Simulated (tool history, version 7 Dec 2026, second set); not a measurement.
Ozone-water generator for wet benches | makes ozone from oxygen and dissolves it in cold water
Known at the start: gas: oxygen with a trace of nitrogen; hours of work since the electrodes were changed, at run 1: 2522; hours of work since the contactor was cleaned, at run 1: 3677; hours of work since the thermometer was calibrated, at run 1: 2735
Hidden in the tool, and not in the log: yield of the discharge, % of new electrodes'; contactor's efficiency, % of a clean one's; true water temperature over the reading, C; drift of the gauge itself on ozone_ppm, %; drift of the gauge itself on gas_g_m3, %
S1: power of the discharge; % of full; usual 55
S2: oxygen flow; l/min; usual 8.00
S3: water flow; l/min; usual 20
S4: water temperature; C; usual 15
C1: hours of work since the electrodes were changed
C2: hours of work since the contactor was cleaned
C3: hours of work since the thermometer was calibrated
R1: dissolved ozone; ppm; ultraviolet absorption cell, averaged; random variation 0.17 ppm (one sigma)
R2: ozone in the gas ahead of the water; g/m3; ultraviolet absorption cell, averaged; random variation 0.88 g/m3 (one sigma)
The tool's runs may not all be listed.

{"run": 1, "hour": 0.0, "S1": 55, "S2": 8.0, "S3": 20, "S4": 15, "C1": 2522, "C2": 3677, "C3": 2735, "R1": 19.0, "R2": 130.3}
{"hour": 29.5, "done": "water thermometer calibrated"}
{"hour": 56.5, "done": "contactor cleaned"}
{"run": 2, "hour": 80.4, "S1": 55, "S2": 8.0, "S3": 20, "S4": 15, "C1": 2587, "C2": 21, "C3": 41, "R1": 19.8, "R2": 129.7}
{"run": 3, "hour": 148.4, "S1": 55, "S2": 8.0, "S3": 23, "S4": 15, "C1": 2646, "C2": 79, "C3": 99, "R1": 17.8, "R2": 129.4}
{"run": 4, "hour": 226.2, "S1": 55, "S2": 8.0, "S3": 23, "S4": 15, "C1": 2713, "C2": 147, "C3": 166, "R1": 17.9, "R2": 127.9}
{"hour": 316.8, "done": "water thermometer calibrated, once more"}
{"run": 5, "hour": 317.6, "S1": 55, "S2": 8.0, "S3": 23, "S4": 15, "C1": 2792, "C2": 225, "C3": 1, "R1": 17.9, "R2": 128.4}
{"run": 6, "hour": 364.5, "S1": 55, "S2": 8.0, "S3": 23, "S4": 15, "C1": 2832, "C2": 266, "C3": 41, "R1": 17.8, "R2": 127.9}
{"run": 7, "hour": 448.6, "S1": 55, "S2": 8.0, "S3": 23, "S4": 15, "C1": 2905, "C2": 338, "C3": 114, "R1": 17.6, "R2": 128.3}
{"run": 8, "hour": 513.1, "S1": 55, "S2": 8.0, "S3": 23, "S4": 15, "C1": 2961, "C2": 394, "C3": 170, "R1": 17.7, "R2": 126.9}
{"run": 9, "hour": 587.1, "S1": 55, "S2": 8.0, "S3": 23, "S4": 15, "C1": 3024, "C2": 458, "C3": 234, "R1": 17.5, "R2": 127.8}
{"run": 10, "hour": 638.4, "S1": 55, "S2": 8.0, "S3": 23, "S4": 15, "C1": 3069, "C2": 502, "C3": 278, "R1": 17.6, "R2": 126.6}
{"run": 11, "hour": 712.1, "S1": 55, "S2": 8.0, "S3": 23, "S4": 15, "C1": 3132, "C2": 566, "C3": 341, "R1": 17.4, "R2": 125.5}
{"run": 12, "hour": 795.3, "S1": 55, "S2": 8.0, "S3": 23, "S4": 15, "C1": 3204, "C2": 638, "C3": 413, "R1": 17.5, "R2": 127.2}
{"run": 13, "hour": 850.2, "S1": 55, "S2": 8.0, "S3": 20, "S4": 15, "C1": 3252, "C2": 685, "C3": 461, "R1": 19.2, "R2": 126.6}
{"run": 14, "hour": 934.6, "S1": 55, "S2": 8.0, "S3": 20, "S4": 15, "C1": 3325, "C2": 758, "C3": 534, "R1": 19.2, "R2": 126.4}
{"run": 15, "hour": 989.9, "S1": 55, "S2": 8.0, "S3": 20, "S4": 15, "C1": 3372, "C2": 806, "C3": 581, "R1": 18.8, "R2": 125.1}
{"run": 16, "hour": 1082.8, "S1": 55, "S2": 8.0, "S3": 20, "S4": 21, "C1": 3453, "C2": 886, "C3": 662, "R1": 17.1, "R2": 125.3}
{"run": 17, "hour": 1158.5, "S1": 55, "S2": 4.04, "S3": 15, "S4": 21, "C1": 3518, "C2": 952, "C3": 727, "R1": 19.4, "R2": 163.5}
{"run": 18, "hour": 1246.9, "S1": 49, "S2": 12.22, "S3": 14, "S4": 15, "C1": 3594, "C2": 1028, "C3": 803, "R1": 21.7, "R2": 101.3}
{"run": 19, "hour": 1336.7, "S1": 53, "S2": 6.22, "S3": 17, "S4": 14, "C1": 3672, "C2": 1105, "C3": 881, "R1": 20.6, "R2": 135.7}
{"run": 20, "hour": 1393.2, "S1": 55, "S2": 8.0, "S3": 20, "S4": 7, "C1": 3721, "C2": 1154, "C3": 930, "R1": 21.5, "R2": 122.4}
{"run": 21, "hour": 1494.5, "S1": 55, "S2": 8.0, "S3": 20, "S4": 7, "C1": 3808, "C2": 1242, "C3": 1017, "R1": 21.2, "R2": 123.8}
{"run": 22, "hour": 1582.9, "S1": 55, "S2": 8.0, "S3": 20, "S4": 7, "C1": 3885, "C2": 1318, "C3": 1094, "R1": 21.1, "R2": 122.3}

Run 23 comes next. What will it give?
{"run": 23, "hour": 1678.5, "S1": 98, "S2": 8.0, "S3": 20, "S4": 7, "C1": 3967, "C2": 1401, "C3": 1176, "R1": "?", "R2": "?"}

Run 23 gave R1 27.4 ppm, R2 158.7 g/m3.
Without the tool's hidden state the same run would have given R1 34.3 ppm, R2 195.7 g/m3.
